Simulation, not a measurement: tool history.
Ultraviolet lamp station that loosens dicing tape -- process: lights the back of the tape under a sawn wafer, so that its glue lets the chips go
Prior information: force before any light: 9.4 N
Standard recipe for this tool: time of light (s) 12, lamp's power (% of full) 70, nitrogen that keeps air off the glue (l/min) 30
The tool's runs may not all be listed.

run,hour,time of light (s),lamp's power (% of full),nitrogen that keeps air off the glue (l/min),force that peels the tape off (N),light that reached the tape (mJ/cm2)
1,0,12,70,30,0.536,414
2,4.6,12,70,30,0.532,403
3,13.8,12,70,30,0.53,410
4,19.4,12,70,30,0.537,409
5,28,12,70,30,0.542,408
6,34.9,12,70,30,0.555,404
7,45.5,12,70,56,0.434,402
8,56.2,12,70,56,0.438,404
9,64.5,12,70,56,0.45,402
10,71,12,70,28,0.58,400
11,80.2,12,70,30,0.562,397
12,84.9,12,70,30,0.575,398
13,91.1,12,70,30,0.58,397
14,101.7,12,70,30,0.586,395
15,107.6,12,70,11,1.004,394
16,114.7,12,70,30,0.597,389
17,123.9,12,70,43,0.515,393
18,132.6,12,70,43,0.498,391
19,140.6,12,85,43,0.369,471
# hour 141.9: window cleaned of glue's vapour
20,147.5,12,85,43,0.376,458
21,154.2,12,70,30,0.646,375
22,161.9,12,70,51,0.5,372
23,169.3,6,94,14,1.943,250
# hour 173.6: window cleaned of glue's vapour, once more
24,179.9,12,94,14,0.46,547
25,191,8,70,30,1.161,269
26,198.1,8,70,30,1.213,269
27,203.4,12,78,18,0.567,448
28,211.9,19,70,25,0.28,643
29,217.3,14,92,29,0.285,629
30,222.5,19,90,30,0.23,824
31,230.9,12,63,30,0.697,366
32,239.8,12,86,30,0.378,491
33,247.2,12,81,17,0.562,462
34,256.1,12,64,17,0.889,367
35,267,12,65,17,0.874,367
36,273.4,13,69,40,0.452,425
37,282.7,23,79,54,0.224,856
38,287.2,7,70,15,2.046,230
39,294.3,7,70,15,2.157,230
40,302.4,7,70,15,2.053,227
41,307.2,7,70,15,2.148,230
42,312.1,7,70,15,2.2,228

Predict each of these 5 candidate next runs independently; none follows another, all start after run 42:
A,320.1,20,69,43,?,?
B,320.1,8,85,30,?,?
C,320.1,7,63,10,?,?
D,320.1,22,70,15,?,?
E,320.1,11,70,11,?,?

run,force that peels the tape off (N),light that reached the tape (mJ/cm2)
A,0.25,640
B,0.883,316
C,2.887,207
D,0.298,713
E,1.225,349
Had the tool no hidden state, the same runs would have come out as:
run,force that peels the tape off (N),light that reached the tape (mJ/cm2)
A,0.234,724
B,0.692,358
C,2.489,234
D,0.266,806
E,0.974,395

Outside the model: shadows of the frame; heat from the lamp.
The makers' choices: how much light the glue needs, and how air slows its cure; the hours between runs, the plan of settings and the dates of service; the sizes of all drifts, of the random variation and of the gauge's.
